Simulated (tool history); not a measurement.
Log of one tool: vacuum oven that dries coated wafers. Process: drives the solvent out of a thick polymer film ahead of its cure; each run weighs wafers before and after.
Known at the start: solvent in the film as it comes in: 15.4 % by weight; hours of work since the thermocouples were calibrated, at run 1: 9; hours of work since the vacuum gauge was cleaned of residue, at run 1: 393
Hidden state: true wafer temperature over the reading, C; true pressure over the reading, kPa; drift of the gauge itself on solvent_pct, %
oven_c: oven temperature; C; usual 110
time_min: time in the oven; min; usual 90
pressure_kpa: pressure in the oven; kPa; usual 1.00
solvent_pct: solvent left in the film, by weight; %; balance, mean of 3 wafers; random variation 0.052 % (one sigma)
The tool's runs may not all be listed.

run,hour,oven_c,time_min,pressure_kpa,hours of work since the thermocouples were calibrated,hours of work since the vacuum gauge was cleaned of residue,solvent_pct
1,0.0,110,90,1.00,9,393,1.55
2,9.2,110,90,1.00,15,399,1.53
3,19.8,110,90,1.00,22,406,1.63
4,36.0,110,90,1.00,33,417,1.65
5,50.7,110,90,1.00,42,426,1.72
6,66.7,110,90,1.00,53,437,1.73
7,83.0,110,90,1.00,63,447,1.64
8,92.6,110,90,1.00,70,454,1.64
9,106.6,110,90,1.00,79,463,1.67
10,123.7,110,90,1.00,90,474,1.60
11,134.0,110,90,1.17,96,480,1.78
12,143.7,110,90,0.51,103,487,1.30
13,154.1,110,90,0.51,109,493,1.31
14,168.7,119,90,2.44,119,503,1.66
15,186.9,119,90,2.44,131,515,1.72
16,204.1,119,90,1.61,142,526,1.16
17,211.8,101,90,1.00,147,531,3.48
18,230.4,101,57,1.67,159,543,5.85
19,241.2,101,57,1.67,166,550,5.97
20,254.3,108,84,1.00,175,558,2.07
21,266.5,108,84,1.00,182,566,2.06
22,277.7,117,110,1.63,190,574,1.25

Hidden state or all else? Some run-to-run changes of solvent_pct, split into what the settings, what came in and random variation would give without the hidden state, and what is left for the hidden state (with any gauge scatter that isn't in both results):
Run 17 -> 18: time_min 90 -> 57, pressure_kpa 1.00 -> 1.67. solvent_pct +2.37 %: hidden state -0.05, all else +2.42.
Run 19 -> 20: oven_c 101 -> 108, time_min 57 -> 84, pressure_kpa 1.67 -> 1.00. solvent_pct -3.90 %: hidden state +0.06, all else -3.96.

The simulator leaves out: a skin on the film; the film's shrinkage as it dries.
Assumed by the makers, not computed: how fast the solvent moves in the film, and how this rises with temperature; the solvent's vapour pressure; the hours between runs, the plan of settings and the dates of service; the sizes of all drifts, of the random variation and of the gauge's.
